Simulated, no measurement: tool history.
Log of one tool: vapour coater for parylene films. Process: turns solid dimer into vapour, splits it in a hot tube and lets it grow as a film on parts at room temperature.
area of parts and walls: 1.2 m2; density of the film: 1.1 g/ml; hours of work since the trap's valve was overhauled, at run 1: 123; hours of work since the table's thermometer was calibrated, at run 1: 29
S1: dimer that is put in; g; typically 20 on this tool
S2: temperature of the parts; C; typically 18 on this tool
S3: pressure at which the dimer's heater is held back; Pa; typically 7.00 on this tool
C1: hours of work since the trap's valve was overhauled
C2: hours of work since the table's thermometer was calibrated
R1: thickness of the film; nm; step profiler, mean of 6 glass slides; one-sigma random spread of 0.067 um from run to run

| run | hour | S1 | S2 | S3 | C1 | C2 | R1 |
|---|---|---|---|---|---|---|---|
| 1 | 0.0 | 20 | 18 | 7.00 | 123 | 29 | 8070 |
| 2 | 14.9 | 20 | 18 | 7.00 | 132 | 38 | 7870 |
| 3 | 42.7 | 20 | 18 | 7.00 | 148 | 54 | 8000 |
| 4 | 56.0 | 20 | 18 | 7.00 | 156 | 62 | 7980 |
| 5 | 81.7 | 20 | 18 | 7.00 | 171 | 77 | 8020 |
| 6 | 97.8 | 20 | 18 | 7.00 | 181 | 87 | 8000 |
| 7 | 121.0 | 20 | 18 | 6.45 | 194 | 100 | 8100 |
| 8 | 144.1 | 20 | 18 | 6.45 | 208 | 114 | 8190 |
| 9 | 161.8 | 20 | 18 | 7.00 | 218 | 124 | 8040 |
| 10 | 174.0 | 14 | 18 | 7.00 | 226 | 132 | 5580 |
| 11 | 199.4 | 14 | 18 | 7.00 | 240 | 147 | 5580 |
| 12 | 220.8 | 20 | 18 | 7.00 | 253 | 159 | 8010 |
| 13 | 236.0 | 20 | 18 | 7.00 | 262 | 168 | 8050 |
| 14 | 255.2 | 15 | 18 | 7.00 | 273 | 179 | 6100 |
| 15 | 283.7 | 15 | 18 | 7.00 | 290 | 196 | 5950 |
| 16 | 309.4 | 15 | 18 | 7.00 | 305 | 211 | 6030 |
|  | 325.8 | trap's valve overhauled |
| 17 | 335.3 | 20 | 18 | 7.00 | 6 | 224 | 7880 |
| 18 | 354.2 | 9 | 18 | 7.00 | 17 | 235 | 3610 |
| 19 | 381.7 | 20 | 18 | 7.00 | 33 | 252 | 8010 |
| 20 | 409.3 | 20 | 18 | 7.00 | 49 | 268 | 8020 |
| 21 | 433.9 | 20 | 18 | 7.00 | 64 | 282 | 8090 |
| 22 | 448.3 | 9 | 25 | 7.00 | 72 | 291 | 2890 |
| 23 | 472.7 | 9 | 25 | 7.00 | 87 | 305 | 2890 |
| 24 | 501.4 | 9 | 25 | 7.00 | 103 | 322 | 2890 |
| 25 | 524.1 | 9 | 25 | 7.00 | 117 | 335 | 2880 |
| 26 | 538.3 | 8 | 11 | 6.27 | 125 | 344 | 4010 |
| 27 | 557.3 | 17 | 11 | 4.11 | 136 | 355 | 9090 |
| 28 | 579.8 | 17 | 11 | 4.11 | 150 | 368 | 9200 |
| 29 | 600.6 | 17 | 11 | 4.11 | 162 | 381 | 9030 |
| 30 | 618.9 | 29 | 11 | 7.35 | 173 | 391 | 14300 |
| 31 | 644.2 | 11 | 13 | 2.87 | 188 | 406 | 5730 |
| 32 | 661.1 | 11 | 13 | 2.87 | 197 | 416 | 5850 |
| 33 | 673.6 | 11 | 13 | 2.87 | 205 | 423 | 5880 |
| 34 | 694.5 | 30 | 17 | 2.87 | 217 | 436 | 13920 |
| 35 | 709.8 | 30 | 17 | 2.87 | 226 | 445 | 13930 |
| 36 | 737.8 | 30 | 17 | 2.87 | 243 | 461 | 14130 |
| 37 | 761.0 | 26 | 27 | 9.46 | 256 | 475 | 7500 |
| 38 | 783.3 | 13 | 18 | 7.07 | 269 | 488 | 5100 |
| 39 | 808.1 | 13 | 18 | 7.07 | 284 | 503 | 5130 |
| 40 | 832.9 | 24 | 18 | 8.14 | 299 | 517 | 9390 |
| 41 | 851.0 | 14 | 28 | 5.46 | 309 | 528 | 4300 |
|  | 862.7 | trap's valve overhauled |
| 42 | 874.3 | 12 | 11 | 3.97 | 7 | 539 | 6440 |

3 options for the next run, each taken on its own from the tool as it stands now. Forecast them:
| A | 895.4 | 20 | 18 | 4.42 | 19 | 552 | ? |
| B | 895.4 | 9 | 27 | 8.59 | 19 | 552 | ? |
| C | 895.4 | 12 | 17 | 3.97 | 19 | 552 | ? |

| run | R1 |
|---|---|
| A | 8550 |
| B | 2620 |
| C | 5320 |
Take away the tool's hidden state, keep each run's random variation, and the runs would have read:
| run | R1 |
|---|---|
| A | 8550 |
| B | 2620 |
| C | 5320 |

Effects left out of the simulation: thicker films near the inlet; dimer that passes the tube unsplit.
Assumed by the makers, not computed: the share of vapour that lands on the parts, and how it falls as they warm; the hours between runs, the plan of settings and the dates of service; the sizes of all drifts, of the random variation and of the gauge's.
